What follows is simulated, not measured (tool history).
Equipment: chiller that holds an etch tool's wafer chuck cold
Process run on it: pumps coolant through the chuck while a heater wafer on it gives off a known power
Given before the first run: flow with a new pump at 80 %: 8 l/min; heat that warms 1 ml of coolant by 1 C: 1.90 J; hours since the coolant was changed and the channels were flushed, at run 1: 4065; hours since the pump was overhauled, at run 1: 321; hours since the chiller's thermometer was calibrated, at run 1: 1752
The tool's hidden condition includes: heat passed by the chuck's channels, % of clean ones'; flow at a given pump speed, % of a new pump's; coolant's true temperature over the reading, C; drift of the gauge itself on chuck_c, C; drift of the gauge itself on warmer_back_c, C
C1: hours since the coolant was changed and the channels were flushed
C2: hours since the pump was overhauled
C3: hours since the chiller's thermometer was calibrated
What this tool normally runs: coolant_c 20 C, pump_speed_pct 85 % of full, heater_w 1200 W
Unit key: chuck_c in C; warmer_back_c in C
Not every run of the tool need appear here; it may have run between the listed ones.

{"run": 1, "hour": 0.0, "coolant_c": 20, "pump_speed_pct": 85, "heater_w": 1200, "C1": 4065, "C2": 321, "C3": 1752, "chuck_c": 29.2, "warmer_back_c": 4.42}
{"run": 2, "hour": 38.9, "coolant_c": 20, "pump_speed_pct": 85, "heater_w": 1200, "C1": 4103, "C2": 360, "C3": 1791, "chuck_c": 29.1, "warmer_back_c": 4.47}
{"run": 3, "hour": 87.6, "coolant_c": 20, "pump_speed_pct": 85, "heater_w": 820, "C1": 4152, "C2": 409, "C3": 1840, "chuck_c": 26.1, "warmer_back_c": 3.04}
{"run": 4, "hour": 125.2, "coolant_c": 20, "pump_speed_pct": 85, "heater_w": 820, "C1": 4190, "C2": 447, "C3": 1877, "chuck_c": 26, "warmer_back_c": 3.01}
{"run": 5, "hour": 156.8, "coolant_c": 20, "pump_speed_pct": 85, "heater_w": 1200, "C1": 4221, "C2": 478, "C3": 1909, "chuck_c": 29.1, "warmer_back_c": 4.53}
{"run": 6, "hour": 208.6, "coolant_c": 20, "pump_speed_pct": 85, "heater_w": 1200, "C1": 4273, "C2": 530, "C3": 1961, "chuck_c": 28.9, "warmer_back_c": 4.48}
{"run": 7, "hour": 233.2, "coolant_c": 16, "pump_speed_pct": 85, "heater_w": 1200, "C1": 4298, "C2": 555, "C3": 1985, "chuck_c": 25.1, "warmer_back_c": 4.45}
{"run": 8, "hour": 272.8, "coolant_c": 20, "pump_speed_pct": 62, "heater_w": 1200, "C1": 4337, "C2": 594, "C3": 2025, "chuck_c": 32.2, "warmer_back_c": 6.15}
{"run": 9, "hour": 315.0, "coolant_c": 20, "pump_speed_pct": 62, "heater_w": 1200, "C1": 4380, "C2": 636, "C3": 2067, "chuck_c": 32.1, "warmer_back_c": 6.2}
{"run": 10, "hour": 356.4, "coolant_c": 20, "pump_speed_pct": 85, "heater_w": 1200, "C1": 4421, "C2": 678, "C3": 2109, "chuck_c": 29.2, "warmer_back_c": 4.52}
{"run": 11, "hour": 394.6, "coolant_c": 19, "pump_speed_pct": 85, "heater_w": 1200, "C1": 4459, "C2": 716, "C3": 2147, "chuck_c": 28.1, "warmer_back_c": 4.52}
{"run": 12, "hour": 440.7, "coolant_c": 20, "pump_speed_pct": 85, "heater_w": 1759, "C1": 4505, "C2": 762, "C3": 2193, "chuck_c": 33.2, "warmer_back_c": 6.61}
{"run": 13, "hour": 471.5, "coolant_c": 20, "pump_speed_pct": 85, "heater_w": 1759, "C1": 4536, "C2": 793, "C3": 2224, "chuck_c": 33.1, "warmer_back_c": 6.62}
{"run": 14, "hour": 506.9, "coolant_c": 20, "pump_speed_pct": 85, "heater_w": 862, "C1": 4571, "C2": 828, "C3": 2259, "chuck_c": 26.6, "warmer_back_c": 3.31}
{"run": 15, "hour": 545.0, "coolant_c": 20, "pump_speed_pct": 85, "heater_w": 618, "C1": 4610, "C2": 866, "C3": 2297, "chuck_c": 24.7, "warmer_back_c": 2.33}
{"run": 16, "hour": 576.3, "coolant_c": 20, "pump_speed_pct": 85, "heater_w": 618, "C1": 4641, "C2": 898, "C3": 2328, "chuck_c": 24.7, "warmer_back_c": 2.34}
{"run": 17, "hour": 598.6, "coolant_c": 20, "pump_speed_pct": 85, "heater_w": 618, "C1": 4663, "C2": 920, "C3": 2351, "chuck_c": 24.7, "warmer_back_c": 2.28}
{"run": 18, "hour": 635.6, "coolant_c": 20, "pump_speed_pct": 85, "heater_w": 618, "C1": 4700, "C2": 957, "C3": 2388, "chuck_c": 24.7, "warmer_back_c": 2.39}
{"run": 19, "hour": 685.4, "coolant_c": 11, "pump_speed_pct": 65, "heater_w": 1210, "C1": 4750, "C2": 1007, "C3": 2438, "chuck_c": 23, "warmer_back_c": 5.96}
{"run": 20, "hour": 722.5, "coolant_c": 11, "pump_speed_pct": 65, "heater_w": 1210, "C1": 4787, "C2": 1044, "C3": 2475, "chuck_c": 23, "warmer_back_c": 6.04}
{"run": 21, "hour": 774.4, "coolant_c": 20, "pump_speed_pct": 97, "heater_w": 1412, "C1": 4839, "C2": 1096, "C3": 2527, "chuck_c": 29.7, "warmer_back_c": 4.71}
{"run": 22, "hour": 816.5, "coolant_c": 23, "pump_speed_pct": 83, "heater_w": 633, "C1": 4881, "C2": 1138, "C3": 2569, "chuck_c": 27.9, "warmer_back_c": 2.49}
{"run": 23, "hour": 841.4, "coolant_c": 19, "pump_speed_pct": 75, "heater_w": 1200, "C1": 4906, "C2": 1163, "C3": 2594, "chuck_c": 29.4, "warmer_back_c": 5.13}
{"run": 24, "hour": 879.8, "coolant_c": 19, "pump_speed_pct": 75, "heater_w": 1200, "C1": 4944, "C2": 1201, "C3": 2632, "chuck_c": 29.4, "warmer_back_c": 5.23}
{"run": 25, "hour": 912.1, "coolant_c": 19, "pump_speed_pct": 75, "heater_w": 1200, "C1": 4977, "C2": 1233, "C3": 2664, "chuck_c": 29.2, "warmer_back_c": 5.24}
{"run": 26, "hour": 947.1, "coolant_c": 19, "pump_speed_pct": 75, "heater_w": 1200, "C1": 5012, "C2": 1268, "C3": 2699, "chuck_c": 29.3, "warmer_back_c": 5.19}
{"run": 27, "hour": 986.1, "coolant_c": 19, "pump_speed_pct": 75, "heater_w": 1200, "C1": 5051, "C2": 1307, "C3": 2738, "chuck_c": 29.3, "warmer_back_c": 5.18}
{"run": 28, "hour": 1014.6, "coolant_c": 13, "pump_speed_pct": 85, "heater_w": 623, "C1": 5079, "C2": 1336, "C3": 2767, "chuck_c": 17.7, "warmer_back_c": 2.36}
{"run": 29, "hour": 1036.6, "coolant_c": 20, "pump_speed_pct": 67, "heater_w": 1291, "C1": 5101, "C2": 1358, "C3": 2789, "chuck_c": 32.5, "warmer_back_c": 6.23}
{"run": 30, "hour": 1090.1, "coolant_c": 11, "pump_speed_pct": 98, "heater_w": 1013, "C1": 5155, "C2": 1411, "C3": 2842, "chuck_c": 17.8, "warmer_back_c": 3.32}
{"run": 31, "hour": 1122.0, "coolant_c": 22, "pump_speed_pct": 98, "heater_w": 799, "C1": 5187, "C2": 1443, "C3": 2874, "chuck_c": 27.5, "warmer_back_c": 2.66}

Alternative continuations, all from the tool just after run 31; predict every row:
{"run": "A", "hour": 1148.7, "coolant_c": 17, "pump_speed_pct": 95, "heater_w": 865, "C1": 5213, "C2": 1470, "C3": 2901, "chuck_c": "?", "warmer_back_c": "?"}
{"run": "B", "hour": 1148.7, "coolant_c": 18, "pump_speed_pct": 68, "heater_w": 1216, "C1": 5213, "C2": 1470, "C3": 2901, "chuck_c": "?", "warmer_back_c": "?"}
{"run": "C", "hour": 1148.7, "coolant_c": 19, "pump_speed_pct": 85, "heater_w": 978, "C1": 5213, "C2": 1470, "C3": 2901, "chuck_c": "?", "warmer_back_c": "?"}
{"run": "D", "hour": 1148.7, "coolant_c": 17, "pump_speed_pct": 85, "heater_w": 1200, "C1": 5213, "C2": 1470, "C3": 2901, "chuck_c": "?", "warmer_back_c": "?"}

run=A chuck_c=23.1 warmer_back_c=2.93
run=B chuck_c=29.6 warmer_back_c=5.83
run=C chuck_c=26.6 warmer_back_c=3.71
run=D chuck_c=26.2 warmer_back_c=4.63
What these runs would have given with no unlogged condition in the tool:
run=A chuck_c=22.6 warmer_back_c=2.85
run=B chuck_c=28.7 warmer_back_c=5.68
run=C chuck_c=25.9 warmer_back_c=3.62
run=D chuck_c=25.4 warmer_back_c=4.51
